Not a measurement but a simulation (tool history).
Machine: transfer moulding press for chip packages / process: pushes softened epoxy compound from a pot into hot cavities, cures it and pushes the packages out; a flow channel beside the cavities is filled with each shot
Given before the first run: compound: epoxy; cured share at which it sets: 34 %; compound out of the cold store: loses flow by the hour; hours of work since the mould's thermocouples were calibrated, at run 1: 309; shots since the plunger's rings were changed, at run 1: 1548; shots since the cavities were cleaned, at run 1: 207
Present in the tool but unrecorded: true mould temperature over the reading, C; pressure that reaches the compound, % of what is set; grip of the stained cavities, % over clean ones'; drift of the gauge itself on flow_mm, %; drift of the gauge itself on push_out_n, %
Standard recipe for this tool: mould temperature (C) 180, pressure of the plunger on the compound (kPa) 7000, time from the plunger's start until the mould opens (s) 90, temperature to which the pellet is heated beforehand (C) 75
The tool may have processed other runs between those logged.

run   hour  mould temperature (C)  pressure of the plunger on the compound (kPa)  time from the plunger's start until the mould opens (s)  temperature to which the pellet is heated beforehand (C)  hours of work since the mould's thermocouples were calibrated  shots since the plunger's rings were changed  shots since the cavities were cleaned  incoming compound's hours out of the cold store  length that the compound runs in the flow channel (mm)  greatest force on the pins that push the packages out (N)
  1      0                    180                                           7000                                                       90                                                        75                                                            309                                          1548                                    207                                             38.6                                                     627                                                        336
  2    9.9                    180                                           7000                                                       90                                                        75                                                            314                                          1665                                    324                                             11.4                                                     744                                                        412
  3   21.6                    180                                           7000                                                      107                                                        75                                                            321                                          1804                                    463                                             45.2                                                     613                                                        348
  4   30.3                    180                                           7000                                                       90                                                        75                                                            326                                          1908                                    567                                             26.2                                                     672                                                        460
  5   40.9                    180                                           7000                                                       90                                                        75                                                            332                                          2033                                    692                                             18.3                                                     701                                                        485
      49.8  -- cavities cleaned with cleaning compound and waxed
  6     50                    180                                           7000                                                       90                                                        75                                                            336                                          2123                                      3                                             19.6                                                     706                                                        231
  7   57.9                    180                                           7000                                                       84                                                        75                                                            340                                          2217                                     97                                             30.5                                                     652                                                        324
  8   64.9                    180                                           7600                                                       90                                                        75                                                            344                                          2300                                    180                                             26.2                                                     694                                                        311
  9   76.7                    180                                           7600                                                       90                                                        75                                                            351                                          2439                                    319                                             35.7                                                     646                                                        364
 10   90.1                    183                                           7000                                                       90                                                        75                                                            358                                          2597                                    477                                               12                                                     719                                                        385
 11  104.9                    183                                           7000                                                       90                                                        75                                                            367                                          2773                                    653                                               36                                                     618                                                        396
       116  -- cavities cleaned with cleaning compound and waxed
 12    121                    183                                           7000                                                       90                                                        75                                                            375                                          2946                                     59                                             12.2                                                     713                                                        230
 13  133.4                    183                                           8730                                                       90                                                        75                                                            382                                          3093                                    206                                             19.2                                                     764                                                        307
 14  145.4                    180                                           7000                                                       90                                                        75                                                            388                                          3235                                    348                                             16.6                                                     702                                                        405
 15  156.7                    180                                           7000                                                       90                                                        75                                                            395                                          3369                                    482                                             43.9                                                     579                                                        411
 16  165.4                    188                                           8430                                                       90                                                        75                                                            400                                          3473                                    586                                             25.7                                                     702                                                        343
 17  176.4                    183                                           7000                                                      103                                                        75                                                            406                                          3603                                    716                                             26.6                                                     651                                                        370
     182.5  -- cavities cleaned with cleaning compound and waxed
 18  190.9                    180                                           7000                                                       90                                                        79                                                            413                                          3756                                     99                                             37.4                                                     614                                                        270
 19  197.1                    182                                           7610                                                       90                                                        75                                                            417                                          3830                                    173                                             42.9                                                     617                                                        273
     206.6  -- mould's thermocouples calibrated
 20    209                    182                                           7610                                                       90                                                        75                                                              1                                          3947                                    290                                             26.2                                                     680                                                        339
 21  215.4                    182                                           7610                                                       90                                                        75                                                              5                                          4023                                    366                                             34.2                                                     646                                                        359
 22  229.4                    175                                           8080                                                      117                                                        75                                                             13                                          4189                                    532                                             31.4                                                     687                                                        381
 23    243                    175                                           6590                                                      129                                                        75                                                             20                                          4350                                    693                                             47.6                                                     559                                                        368
     250.9  -- cavities cleaned with cleaning compound and waxed
 24  251.4                    175                                           6590                                                      129                                                        75                                                             24                                          4433                                      7                                               16                                                     668                                                        183
 25  264.6                    175                                           6590                                                      104                                                        75                                                             32                                          4589                                    163                                               23                                                     645                                                        322
 26  277.6                    179                                           7000                                                       89                                                        75                                                             39                                          4742                                    316                                              9.7                                                     725                                                        453
 27  286.6                    182                                           6350                                                       96                                                        77                                                             44                                          4850                                    424                                             19.7                                                     635                                                        336
 28  301.2                    187                                           5260                                                      104                                                        68                                                             52                                          5022                                    596                                             21.9                                                     560                                                        329
 29  315.2                    187                                           5260                                                      104                                                        68                                                             60                                          5188                                    762                                             14.3                                                     589                                                        351
     317.7  -- cavities cleaned with cleaning compound and waxed
 30  324.2                    187                                           5260                                                      104                                                        68                                                             64                                          5277                                     76                                             36.5                                                     515                                                        197

Branching from run 30: 3 alternative next runs. What would each branch give?
  A  335.8                    188                                           6130                                                      104                                                        79                                                             71                                          5414                                    213                                               33                                                       ?                                                          ?
  B  335.8                    173                                           7760                                                      104                                                        83                                                             71                                          5414                                    213                                             17.4                                                       ?                                                          ?
  C  335.8                    181                                           5260                                                      104                                                        68                                                             71                                          5414                                    213                                               19                                                       ?                                                          ?

run  length that the compound runs in the flow channel (mm)  greatest force on the pins that push the packages out (N)
  A                                                     573                                                        255
  B                                                     726                                                        399
  C                                                     573                                                        264
Stripped of hidden state, with their random variation kept, the same runs would have yielded:
run  length that the compound runs in the flow channel (mm)  greatest force on the pins that push the packages out (N)
  A                                                     624                                                        162
  B                                                     792                                                        248
  C                                                     625                                                        167

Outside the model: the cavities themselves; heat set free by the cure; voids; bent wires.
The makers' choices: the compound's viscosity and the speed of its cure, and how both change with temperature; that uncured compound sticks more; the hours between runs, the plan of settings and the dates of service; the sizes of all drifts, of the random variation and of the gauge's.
